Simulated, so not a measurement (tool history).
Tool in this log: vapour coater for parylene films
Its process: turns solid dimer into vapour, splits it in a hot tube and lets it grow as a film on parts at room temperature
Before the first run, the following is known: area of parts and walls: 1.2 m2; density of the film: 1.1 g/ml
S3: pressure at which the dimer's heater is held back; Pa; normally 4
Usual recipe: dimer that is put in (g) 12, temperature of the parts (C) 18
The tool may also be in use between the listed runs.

Run 1, hour 0: usual settings. Result: thickness of the film (um) 5.01.
Run 2, hour 9.6: usual settings. Result: thickness of the film (um) 4.97.
Run 3, hour 21.2: usual settings but S3 10.87 Pa. Result: thickness of the film (um) 4.49.
Run 4, hour 30: usual settings but S3 10.87 Pa. Result: thickness of the film (um) 4.44.
Run 5, hour 41.9: usual settings but S3 10.87 Pa. Result: thickness of the film (um) 4.51.
Run 6, hour 48.9: usual settings. Result: thickness of the film (um) 5.07.
Run 7, hour 58.2: usual settings. Result: thickness of the film (um) 5.08.
Run 8, hour 66.6: usual settings but temperature of the parts (C) 27. Result: thickness of the film (um) 3.34.
Run 9, hour 80.9: usual settings but temperature of the parts (C) 27. Result: thickness of the film (um) 3.3.
Run 10, hour 96.1: usual settings but temperature of the parts (C) 27. Result: thickness of the film (um) 3.33.
Run 11, hour 109.9: usual settings but temperature of the parts (C) 27. Result: thickness of the film (um) 3.32.
Run 12, hour 116.8: usual settings but temperature of the parts (C) 15. Result: thickness of the film (um) 5.7.
Run 13, hour 131: usual settings. Result: thickness of the film (um) 5.05.
Run 14, hour 140.8: usual settings. Result: thickness of the film (um) 4.98.
Run 15, hour 156.5: usual settings. Result: thickness of the film (um) 5.02.
Run 16, hour 171.9: usual settings. Result: thickness of the film (um) 5.02.
Run 17, hour 179.5: usual settings but dimer that is put in (g) 9, S3 5.48 Pa. Result: thickness of the film (um) 3.64.
Run 18, hour 195.3: usual settings but S3 3.1 Pa. Result: thickness of the film (um) 5.16.
Run 19, hour 206.2: usual settings but S3 3.1 Pa. Result: thickness of the film (um) 5.13.
Run 20, hour 215.1: usual settings but temperature of the parts (C) 24, S3 3.1 Pa. Result: thickness of the film (um) 3.97.
Run 21, hour 224.9: usual settings but dimer that is put in (g) 21, temperature of the parts (C) 13, S3 5.29 Pa. Result: thickness of the film (um) 10.56.
Run 22, hour 240.7: usual settings but dimer that is put in (g) 21, temperature of the parts (C) 13, S3 10.24 Pa. Result: thickness of the film (um) 9.87.
Run 23, hour 248.9: usual settings but temperature of the parts (C) 12. Result: thickness of the film (um) 6.61.
Run 24, hour 261: usual settings but temperature of the parts (C) 17. Result: thickness of the film (um) 5.17.
Run 25, hour 269.7: usual settings but temperature of the parts (C) 17. Result: thickness of the film (um) 5.19.
Run 26, hour 278.5: usual settings but temperature of the parts (C) 17. Result: thickness of the film (um) 5.26.
Run 27, hour 289.6: usual settings but dimer that is put in (g) 9, temperature of the parts (C) 13, S3 6.68 Pa. Result: thickness of the film (um) 4.46.
Run 28, hour 306: usual settings but dimer that is put in (g) 6, temperature of the parts (C) 16, S3 2.78 Pa. Result: thickness of the film (um) 2.83.
Run 29, hour 319.4: usual settings but dimer that is put in (g) 6, temperature of the parts (C) 16, S3 2.78 Pa. Result: thickness of the film (um) 2.87.
Run 30, hour 332.8: usual settings but dimer that is put in (g) 6, temperature of the parts (C) 16, S3 2.78 Pa. Result: thickness of the film (um) 2.9.
At hour 337.8: trap's valve overhauled.
Run 31, hour 345.8: usual settings but dimer that is put in (g) 6, temperature of the parts (C) 16, S3 2.78 Pa. Result: thickness of the film (um) 2.86.

Hidden state or all else? Some run-to-run changes of thickness of the film (um), split into what the settings, what came in and random variation would give without the hidden state, and what is left for the hidden state (with any gauge scatter that isn't in both results):
Hidden state present: vapour lost through the trap's worn valve, %; true temperature of the parts over the reading, C; drift of the gauge itself on film_um, %.
Run 3 -> 4: no setting touched and nothing written in the log between the runs. thickness of the film (um) -0.05: hidden state -0.01, all else -0.04.
Run 11 -> 12: temperature of the parts (C) 27 -> 15. thickness of the film (um) +2.38: hidden state +0, all else +2.38.
Run 20 -> 21: dimer that is put in (g) 12 -> 21, temperature of the parts (C) 24 -> 13, S3 3.1 -> 5.29. thickness of the film (um) +6.59: hidden state -0.04, all else +6.63.
Run 22 -> 23: dimer that is put in (g) 21 -> 12, temperature of the parts (C) 13 -> 12, S3 10.24 -> 4. thickness of the film (um) -3.26: hidden state +0.02, all else -3.28.
